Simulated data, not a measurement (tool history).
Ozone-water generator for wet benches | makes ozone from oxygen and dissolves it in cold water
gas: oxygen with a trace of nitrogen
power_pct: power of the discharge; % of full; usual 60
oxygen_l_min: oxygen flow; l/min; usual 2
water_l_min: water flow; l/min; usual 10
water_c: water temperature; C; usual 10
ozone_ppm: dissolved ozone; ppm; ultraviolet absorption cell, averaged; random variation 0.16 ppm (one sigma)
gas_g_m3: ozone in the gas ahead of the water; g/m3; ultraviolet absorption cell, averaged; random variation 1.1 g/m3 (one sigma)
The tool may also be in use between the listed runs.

{"run": 1, "day": 0.0, "power_pct": 60, "oxygen_l_min": 2, "water_l_min": 10, "water_c": 10, "ozone_ppm": 21.1, "gas_g_m3": 205.8}
{"run": 2, "day": 0.688, "power_pct": 60, "oxygen_l_min": 2, "water_l_min": 10, "water_c": 10, "ozone_ppm": 21.3, "gas_g_m3": 205.4}
{"run": 3, "day": 1.908, "power_pct": 60, "oxygen_l_min": 2, "water_l_min": 10, "water_c": 10, "ozone_ppm": 21.3, "gas_g_m3": 203.2}
{"run": 4, "day": 2.929, "power_pct": 60, "oxygen_l_min": 2, "water_l_min": 10, "water_c": 10, "ozone_ppm": 21.1, "gas_g_m3": 204.2}
{"run": 5, "day": 4.196, "power_pct": 60, "oxygen_l_min": 2, "water_l_min": 10, "water_c": 10, "ozone_ppm": 21.2, "gas_g_m3": 205.9}
{"run": 6, "day": 5.304, "power_pct": 60, "oxygen_l_min": 2, "water_l_min": 10, "water_c": 10, "ozone_ppm": 21.4, "gas_g_m3": 204.1}
{"run": 7, "day": 6.646, "power_pct": 60, "oxygen_l_min": 2, "water_l_min": 10, "water_c": 10, "ozone_ppm": 21.1, "gas_g_m3": 206.5}
{"run": 8, "day": 7.317, "power_pct": 60, "oxygen_l_min": 2, "water_l_min": 10, "water_c": 10, "ozone_ppm": 21.3, "gas_g_m3": 205.2}
{"run": 9, "day": 8.442, "power_pct": 60, "oxygen_l_min": 1.28, "water_l_min": 10, "water_c": 10, "ozone_ppm": 20.6, "gas_g_m3": 271.3}
{"run": 10, "day": 9.167, "power_pct": 60, "oxygen_l_min": 2, "water_l_min": 10, "water_c": 10, "ozone_ppm": 21.3, "gas_g_m3": 204.6}
{"run": 11, "day": 10.196, "power_pct": 60, "oxygen_l_min": 2, "water_l_min": 10, "water_c": 10, "ozone_ppm": 21.2, "gas_g_m3": 204.6}
{"run": 12, "day": 11.3, "power_pct": 60, "oxygen_l_min": 2, "water_l_min": 10, "water_c": 10, "ozone_ppm": 21.1, "gas_g_m3": 205.1}
{"run": 13, "day": 12.121, "power_pct": 60, "oxygen_l_min": 1.9, "water_l_min": 11, "water_c": 8, "ozone_ppm": 19.5, "gas_g_m3": 211.7}
{"run": 14, "day": 13.183, "power_pct": 60, "oxygen_l_min": 1.03, "water_l_min": 15, "water_c": 13, "ozone_ppm": 11.9, "gas_g_m3": 308.1}
{"run": 15, "day": 14.592, "power_pct": 54, "oxygen_l_min": 2, "water_l_min": 8, "water_c": 15, "ozone_ppm": 22.5, "gas_g_m3": 187.1}
{"run": 16, "day": 15.229, "power_pct": 48, "oxygen_l_min": 2, "water_l_min": 10, "water_c": 10, "ozone_ppm": 17.3, "gas_g_m3": 168.2}
{"run": 17, "day": 16.238, "power_pct": 60, "oxygen_l_min": 1.89, "water_l_min": 12, "water_c": 10, "ozone_ppm": 17.4, "gas_g_m3": 212.6}
{"run": 18, "day": 17.508, "power_pct": 99, "oxygen_l_min": 2.23, "water_l_min": 7, "water_c": 10, "ozone_ppm": 46, "gas_g_m3": 299.3}
{"run": 19, "day": 18.4, "power_pct": 99, "oxygen_l_min": 2.23, "water_l_min": 7, "water_c": 10, "ozone_ppm": 46.2, "gas_g_m3": 298.2}
{"run": 20, "day": 19.458, "power_pct": 99, "oxygen_l_min": 2.23, "water_l_min": 7, "water_c": 10, "ozone_ppm": 46.2, "gas_g_m3": 297}

Forecast each of these 4 alternatives for the next run:
{"run": "A", "day": 20.108, "power_pct": 99, "oxygen_l_min": 2.23, "water_l_min": 7, "water_c": 6, "ozone_ppm": "?", "gas_g_m3": "?"}
{"run": "B", "day": 20.108, "power_pct": 60, "oxygen_l_min": 2, "water_l_min": 8, "water_c": 10, "ozone_ppm": "?", "gas_g_m3": "?"}
{"run": "C", "day": 20.108, "power_pct": 60, "oxygen_l_min": 2, "water_l_min": 10, "water_c": 7, "ozone_ppm": "?", "gas_g_m3": "?"}
{"run": "D", "day": 20.108, "power_pct": 51, "oxygen_l_min": 3.59, "water_l_min": 10, "water_c": 15, "ozone_ppm": "?", "gas_g_m3": "?"}

run=A ozone_ppm=48.5 gas_g_m3=296.4
run=B ozone_ppm=26.1 gas_g_m3=206.2
run=C ozone_ppm=22.2 gas_g_m3=204.9
run=D ozone_ppm=17 gas_g_m3=124.2
Without the tool's hidden state the same runs would have given:
run=A ozone_ppm=48.5 gas_g_m3=296.5
run=B ozone_ppm=26.1 gas_g_m3=206.3
run=C ozone_ppm=22.2 gas_g_m3=204.9
run=D ozone_ppm=17 gas_g_m3=124.2
